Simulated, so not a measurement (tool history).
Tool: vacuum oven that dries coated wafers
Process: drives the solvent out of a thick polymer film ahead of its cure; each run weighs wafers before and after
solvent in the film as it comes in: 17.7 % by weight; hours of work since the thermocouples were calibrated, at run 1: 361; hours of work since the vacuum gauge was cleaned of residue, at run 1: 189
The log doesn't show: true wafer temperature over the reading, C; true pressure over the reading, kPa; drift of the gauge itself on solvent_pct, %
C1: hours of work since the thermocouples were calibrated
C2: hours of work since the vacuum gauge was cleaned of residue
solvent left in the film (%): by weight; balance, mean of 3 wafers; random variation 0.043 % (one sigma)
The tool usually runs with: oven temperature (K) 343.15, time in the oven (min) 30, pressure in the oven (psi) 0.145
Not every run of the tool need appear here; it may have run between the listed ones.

{"run": 1, "hour": 0.0, "oven temperature (K)": 343.15, "time in the oven (min)": 30, "pressure in the oven (psi)": 0.145, "C1": 361, "C2": 189, "solvent left in the film (%)": 3.67}
{"run": 2, "hour": 24.2, "oven temperature (K)": 340.15, "time in the oven (min)": 30, "pressure in the oven (psi)": 0.145, "C1": 375, "C2": 204, "solvent left in the film (%)": 4.4}
{"run": 3, "hour": 60.4, "oven temperature (K)": 340.15, "time in the oven (min)": 30, "pressure in the oven (psi)": 0.145, "C1": 397, "C2": 225, "solvent left in the film (%)": 4.39}
{"run": 4, "hour": 87.9, "oven temperature (K)": 340.15, "time in the oven (min)": 30, "pressure in the oven (psi)": 0.145, "C1": 414, "C2": 242, "solvent left in the film (%)": 4.46}
{"run": 5, "hour": 106.3, "oven temperature (K)": 340.15, "time in the oven (min)": 30, "pressure in the oven (psi)": 0.145, "C1": 425, "C2": 253, "solvent left in the film (%)": 4.39}
{"run": 6, "hour": 122.6, "oven temperature (K)": 344.15, "time in the oven (min)": 30, "pressure in the oven (psi)": 0.145, "C1": 435, "C2": 263, "solvent left in the film (%)": 3.44}
{"run": 7, "hour": 145.6, "oven temperature (K)": 344.15, "time in the oven (min)": 30, "pressure in the oven (psi)": 0.453, "C1": 448, "C2": 277, "solvent left in the film (%)": 4.18}
{"run": 8, "hour": 173.3, "oven temperature (K)": 343.15, "time in the oven (min)": 22, "pressure in the oven (psi)": 0.145, "C1": 465, "C2": 293, "solvent left in the film (%)": 5.31}
{"run": 9, "hour": 209.1, "oven temperature (K)": 343.15, "time in the oven (min)": 22, "pressure in the oven (psi)": 0.2, "C1": 486, "C2": 315, "solvent left in the film (%)": 5.31}
{"run": 10, "hour": 231.1, "oven temperature (K)": 343.15, "time in the oven (min)": 22, "pressure in the oven (psi)": 0.2, "C1": 500, "C2": 328, "solvent left in the film (%)": 5.34}
{"run": 11, "hour": 265.5, "oven temperature (K)": 343.15, "time in the oven (min)": 22, "pressure in the oven (psi)": 0.2, "C1": 520, "C2": 349, "solvent left in the film (%)": 5.34}
{"run": 12, "hour": 281.1, "oven temperature (K)": 343.15, "time in the oven (min)": 22, "pressure in the oven (psi)": 0.2, "C1": 530, "C2": 358, "solvent left in the film (%)": 5.39}
{"run": 13, "hour": 298.7, "oven temperature (K)": 343.15, "time in the oven (min)": 28, "pressure in the oven (psi)": 0.145, "C1": 540, "C2": 369, "solvent left in the film (%)": 4.12}
{"run": 14, "hour": 333.4, "oven temperature (K)": 343.15, "time in the oven (min)": 30, "pressure in the oven (psi)": 0.145, "C1": 561, "C2": 389, "solvent left in the film (%)": 3.86}
{"run": 15, "hour": 351.6, "oven temperature (K)": 343.15, "time in the oven (min)": 30, "pressure in the oven (psi)": 0.145, "C1": 572, "C2": 400, "solvent left in the film (%)": 3.79}
{"run": 16, "hour": 380.0, "oven temperature (K)": 343.15, "time in the oven (min)": 30, "pressure in the oven (psi)": 0.145, "C1": 589, "C2": 417, "solvent left in the film (%)": 3.78}
{"run": 17, "hour": 413.8, "oven temperature (K)": 349.15, "time in the oven (min)": 20, "pressure in the oven (psi)": 0.495, "C1": 609, "C2": 438, "solvent left in the film (%)": 4.96}
{"run": 18, "hour": 439.8, "oven temperature (K)": 331.15, "time in the oven (min)": 41, "pressure in the oven (psi)": 0.087, "C1": 625, "C2": 453, "solvent left in the film (%)": 5.35}
{"run": 19, "hour": 476.2, "oven temperature (K)": 343.15, "time in the oven (min)": 30, "pressure in the oven (psi)": 0.074, "C1": 647, "C2": 475, "solvent left in the film (%)": 3.65}
{"run": 20, "hour": 496.8, "oven temperature (K)": 355.15, "time in the oven (min)": 26, "pressure in the oven (psi)": 0.145, "C1": 659, "C2": 487, "solvent left in the film (%)": 1.91}
{"run": 21, "hour": 514.7, "oven temperature (K)": 329.15, "time in the oven (min)": 30, "pressure in the oven (psi)": 0.254, "C1": 670, "C2": 498, "solvent left in the film (%)": 8.05}
{"run": 22, "hour": 530.5, "oven temperature (K)": 342.15, "time in the oven (min)": 51, "pressure in the oven (psi)": 0.152, "C1": 679, "C2": 508, "solvent left in the film (%)": 1.88}
{"run": 23, "hour": 558.1, "oven temperature (K)": 331.15, "time in the oven (min)": 51, "pressure in the oven (psi)": 0.152, "C1": 696, "C2": 524, "solvent left in the film (%)": 4.38}
{"run": 24, "hour": 593.4, "oven temperature (K)": 357.15, "time in the oven (min)": 19, "pressure in the oven (psi)": 0.073, "C1": 717, "C2": 546, "solvent left in the film (%)": 2.69}
{"run": 25, "hour": 621.8, "oven temperature (K)": 357.15, "time in the oven (min)": 19, "pressure in the oven (psi)": 0.073, "C1": 734, "C2": 563, "solvent left in the film (%)": 2.73}
{"run": 26, "hour": 647.0, "oven temperature (K)": 343.15, "time in the oven (min)": 27, "pressure in the oven (psi)": 0.145, "C1": 749, "C2": 578, "solvent left in the film (%)": 4.35}
{"run": 27, "hour": 668.1, "oven temperature (K)": 343.15, "time in the oven (min)": 47, "pressure in the oven (psi)": 0.183, "C1": 762, "C2": 590, "solvent left in the film (%)": 2.08}
{"run": 28, "hour": 695.8, "oven temperature (K)": 343.15, "time in the oven (min)": 30, "pressure in the oven (psi)": 0.158, "C1": 779, "C2": 607, "solvent left in the film (%)": 3.89}
{"run": 29, "hour": 729.5, "oven temperature (K)": 343.15, "time in the oven (min)": 30, "pressure in the oven (psi)": 0.158, "C1": 799, "C2": 627, "solvent left in the film (%)": 3.95}
{"run": 30, "hour": 748.9, "oven temperature (K)": 332.15, "time in the oven (min)": 30, "pressure in the oven (psi)": 0.084, "C1": 811, "C2": 639, "solvent left in the film (%)": 6.63}

How would selected steps in solvent left in the film (%) from run to run divide? Give the signed amount a tool lacking its hidden state would still show from settings, what came in and random variation, and the signed amount left for the hidden state, including any gauge scatter that is not in both of the compared results.
Run 20 -> 21: oven temperature (K) 355.15 -> 329.15, time in the oven (min) 26 -> 30, pressure in the oven (psi) 0.145 -> 0.254. solvent left in the film (%) +6.14: hidden state +0.15, all else +5.99.
Run 21 -> 22: oven temperature (K) 329.15 -> 342.15, time in the oven (min) 30 -> 51, pressure in the oven (psi) 0.254 -> 0.152. solvent left in the film (%) -6.17: hidden state -0.13, all else -6.04.
Run 22 -> 23: oven temperature (K) 342.15 -> 331.15. solvent left in the film (%) +2.50: hidden state +0.14, all else +2.36.
Run 29 -> 30: oven temperature (K) 343.15 -> 332.15, pressure in the oven (psi) 0.158 -> 0.084. solvent left in the film (%) +2.68: hidden state +0.04, all else +2.64.
